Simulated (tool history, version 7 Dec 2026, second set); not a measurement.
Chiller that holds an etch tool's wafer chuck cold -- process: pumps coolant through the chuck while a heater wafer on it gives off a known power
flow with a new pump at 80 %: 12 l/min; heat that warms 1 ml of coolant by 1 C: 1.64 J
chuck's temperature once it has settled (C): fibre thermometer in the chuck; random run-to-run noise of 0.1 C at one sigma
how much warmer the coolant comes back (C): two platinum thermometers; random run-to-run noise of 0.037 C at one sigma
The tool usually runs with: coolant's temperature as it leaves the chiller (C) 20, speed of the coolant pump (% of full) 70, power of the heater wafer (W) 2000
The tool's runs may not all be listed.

run	hour	coolant's temperature as it leaves the chiller (C)	speed of the coolant pump (% of full)	power of the heater wafer (W)	chuck's temperature once it has settled (C)	how much warmer the coolant comes back (C)
1	0.0	20	70	2000	35.7	6.99
2	32.8	20	70	2000	35.5	7.08
3	57.9	20	70	2000	35.7	7.03
4	93.8	20	70	2000	35.8	7.07
5	142.4	20	70	2000	35.7	7.04
6	179.6	20	70	2000	35.7	7.15
7	230.3	20	70	1020	28.1	3.66
8	279.7	12	79	2144	27.4	6.72
9	308.8	20	95	2000	32.5	5.14
10	344.1	14	72	1038	22.1	3.68
11	384.5	23	72	1295	32.9	4.64
12	421.2	24	72	2311	41.8	8.02
13	456.2	13	91	1082	19.9	3.00
14	488.8	24	70	2437	43.0	8.77

Alternative continuations, all from the tool just after run 14; predict every row:
A	516.8	11	67	2000	?	?
B	516.8	24	62	1165	?	?
C	516.8	20	70	2520	?	?
D	516.8	25	86	1460	?	?
E	516.8	14	67	2000	?	?

run	chuck's temperature once it has settled (C)	how much warmer the coolant comes back (C)
A	27.2	7.58
B	34.0	4.91
C	39.8	9.18
D	34.9	4.34
E	30.3	7.61
With no hidden state in the tool, these same runs would have given:
run	chuck's temperature once it has settled (C)	how much warmer the coolant comes back (C)
A	27.2	7.39
B	34.0	4.71
C	39.8	8.98
D	34.9	4.14
E	30.3	7.41

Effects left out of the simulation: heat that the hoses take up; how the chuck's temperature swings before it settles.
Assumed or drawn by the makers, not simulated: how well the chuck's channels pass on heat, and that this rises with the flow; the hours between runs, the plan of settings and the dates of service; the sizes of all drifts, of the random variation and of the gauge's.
